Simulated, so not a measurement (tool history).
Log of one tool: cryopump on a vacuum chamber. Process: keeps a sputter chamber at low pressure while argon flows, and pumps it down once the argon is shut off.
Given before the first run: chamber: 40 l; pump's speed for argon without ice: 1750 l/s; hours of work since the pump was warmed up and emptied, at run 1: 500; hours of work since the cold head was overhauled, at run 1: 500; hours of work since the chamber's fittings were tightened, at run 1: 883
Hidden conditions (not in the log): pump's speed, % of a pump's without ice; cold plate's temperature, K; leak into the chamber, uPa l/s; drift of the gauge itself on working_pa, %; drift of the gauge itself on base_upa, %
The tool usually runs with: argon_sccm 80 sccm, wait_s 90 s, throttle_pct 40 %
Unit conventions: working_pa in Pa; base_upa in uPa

run    hour  argon_sccm  wait_s  throttle_pct  hours of work since the pump was warmed up and emptied  hours of work since the cold head was overhauled  hours of work since the chamber's fittings were tightened  working_pa  base_upa
  1       0          80      90            40                                                     500                                               500                                                        883      0.2114      0.98
  2    33.3          80      49            40                                                     518                                               518                                                        902        0.21      1.13
  3    85.1          80      49            40                                                     548                                               548                                                        931      0.2126      1.14
  4   118.3          80      49            40                                                     567                                               567                                                        950      0.2129      1.15
  5     163          80      62            40                                                     592                                               592                                                        975      0.2139      1.14
  6   201.6          80      62            40                                                     614                                               614                                                        997      0.2165      1.16
  7   234.2          80      62            40                                                     633                                               633                                                       1016      0.2165      1.17
  8   272.1          80      62            40                                                     654                                               654                                                       1037       0.216      1.18
  9   318.3          80      62            40                                                     680                                               680                                                       1064      0.2191      1.21
 10     367          80      62            49                                                     708                                               708                                                       1091       0.184      1.23
 11   419.4          80      90            40                                                     738                                               738                                                       1121      0.2199      1.15
 12   450.8          80      90            40                                                     756                                               756                                                       1139      0.2201      1.19
 13   501.7          80      90            40                                                     784                                               784                                                       1168      0.2257      1.23
 14   548.5          80      90            40                                                     811                                               811                                                       1194      0.2251      1.29
 15   592.9         101      88            40                                                     836                                               836                                                       1220      0.2868       1.3
 16   632.7         135      93            18                                                     859                                               859                                                       1242      0.7878      1.27
 17   669.9          71      24            40                                                     880                                               880                                                       1263       0.205      1.93
 18     708          71      24            40                                                     902                                               902                                                       1285      0.2069      2.02
 19   730.9          65      90            24                                                     915                                               915                                                       1298      0.2926      1.43
      749.3  -- pump warmed up, emptied and cooled again
 20   779.6          65      90            24                                                      17                                               939                                                       1323      0.2638      1.01
 21   821.9          93      90            40                                                      41                                               963                                                       1347      0.2265      1.09
 22   859.2          86     114            28                                                      62                                               985                                                       1368      0.2999      1.04
 23     913          86      40            28                                                      93                                              1015                                                       1399      0.3012      1.37
 24   965.5          86      40            28                                                     123                                              1045                                                       1428      0.3016      1.43
 25  1008.7          86      40            28                                                     147                                              1070                                                       1453      0.3019      1.41

Consider 3 possible next runs. They are alternatives, not a sequence: every one starts from the tool as it was left by run 25. What does each give?
  A  1045.5         115     205            43                                                     168                                              1090                                                       1474           ?         ?
  B  1045.5          86      40            34                                                     168                                              1090                                                       1474           ?         ?
  C  1045.5          82      90            19                                                     168                                              1090                                                       1474           ?         ?

run  working_pa  base_upa
  A      0.2694      1.02
  B      0.2495      1.39
  C      0.4248      1.15
Had the tool no hidden state, the same runs would have come out as:
run  working_pa  base_upa
  A        0.26      0.25
  B      0.2425      0.62
  C      0.4181      0.39
